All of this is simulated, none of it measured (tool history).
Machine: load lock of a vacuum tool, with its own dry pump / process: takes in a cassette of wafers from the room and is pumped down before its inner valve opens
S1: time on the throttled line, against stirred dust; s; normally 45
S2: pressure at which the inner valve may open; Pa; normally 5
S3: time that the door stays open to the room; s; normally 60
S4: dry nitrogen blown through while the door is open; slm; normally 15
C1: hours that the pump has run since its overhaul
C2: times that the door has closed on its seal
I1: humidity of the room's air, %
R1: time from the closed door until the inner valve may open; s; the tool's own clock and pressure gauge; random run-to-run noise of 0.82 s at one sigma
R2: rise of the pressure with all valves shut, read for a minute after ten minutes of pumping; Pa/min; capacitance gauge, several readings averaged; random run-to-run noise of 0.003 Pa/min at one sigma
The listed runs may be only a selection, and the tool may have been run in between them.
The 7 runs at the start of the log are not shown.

Run 8, hour 2815.3: usual settings; C1 6415; C2 66647; I1 44.6. Result: R1 126.6 s, R2 0.024 Pa/min.
Run 9, hour 3090.0: usual settings but S1 63 s; C1 6690; C2 67403; I1 42.2. Result: R1 140.6 s, R2 0.027 Pa/min.
Run 10, hour 3356.6: usual settings; C1 6957; C2 68137; I1 45.7. Result: R1 127.4 s, R2 0.017 Pa/min.
Run 11, hour 3591.2: usual settings but S4 22 slm; C1 7191; C2 68783; I1 41.8. Result: R1 127.3 s, R2 0.019 Pa/min.
Run 12, hour 3961.3: usual settings but S4 22 slm; C1 7561; C2 69802; I1 43.2. Result: R1 127.2 s, R2 0.023 Pa/min.
Run 13, hour 4273.2: usual settings but S4 22 slm; C1 7873; C2 70661; I1 46.1. Result: R1 128.3 s, R2 0.019 Pa/min.
Run 14, hour 4581.1: usual settings but S4 22 slm; C1 8181; C2 71509; I1 43.3. Result: R1 126.7 s, R2 0.021 Pa/min.
At hour 4880.4: door's seal changed, seat wiped.
Run 15, hour 4974.6: usual settings; C1 8573; C2 260; I1 44.3. Result: R1 128.3 s, R2 0.021 Pa/min.
Run 16, hour 5440.9: usual settings but S1 35 s, S2 6 Pa, S3 81 s, S4 4 slm; C1 9039; C2 1544; I1 44.1. Result: R1 119.0 s, R2 0.030 Pa/min.
Run 17, hour 5686.3: usual settings but S1 35 s, S2 6 Pa, S3 81 s, S4 4 slm; C1 9285; C2 2220; I1 47.8. Result: R1 118.1 s, R2 0.033 Pa/min.
Run 18, hour 6002.3: usual settings but S2 8 Pa; C1 9601; C2 3090; I1 43.5. Result: R1 122.8 s, R2 0.023 Pa/min.
Run 19, hour 6309.2: usual settings but S2 8 Pa, S4 13 slm; C1 9908; C2 3935; I1 41.3. Result: R1 123.8 s, R2 0.018 Pa/min.
Run 20, hour 6849.8: usual settings but S1 33 s, S2 9 Pa, S3 33 s, S4 30 slm; C1 10448; C2 5423; I1 45.9. Result: R1 113.0 s, R2 0.009 Pa/min.

Run 21 is up next; what results do you expect?
Run 21, hour 7123.0: usual settings but S1 49 s, S4 6 slm; C1 10722; C2 6176; I1 42.8. Result: R1 ?, R2 ?.

Logged for run 21: R1 132.7 s, R2 0.026 Pa/min.
The same run, on a tool lacking any hidden state, would have yielded R1 132.6 s, R2 0.026 Pa/min.
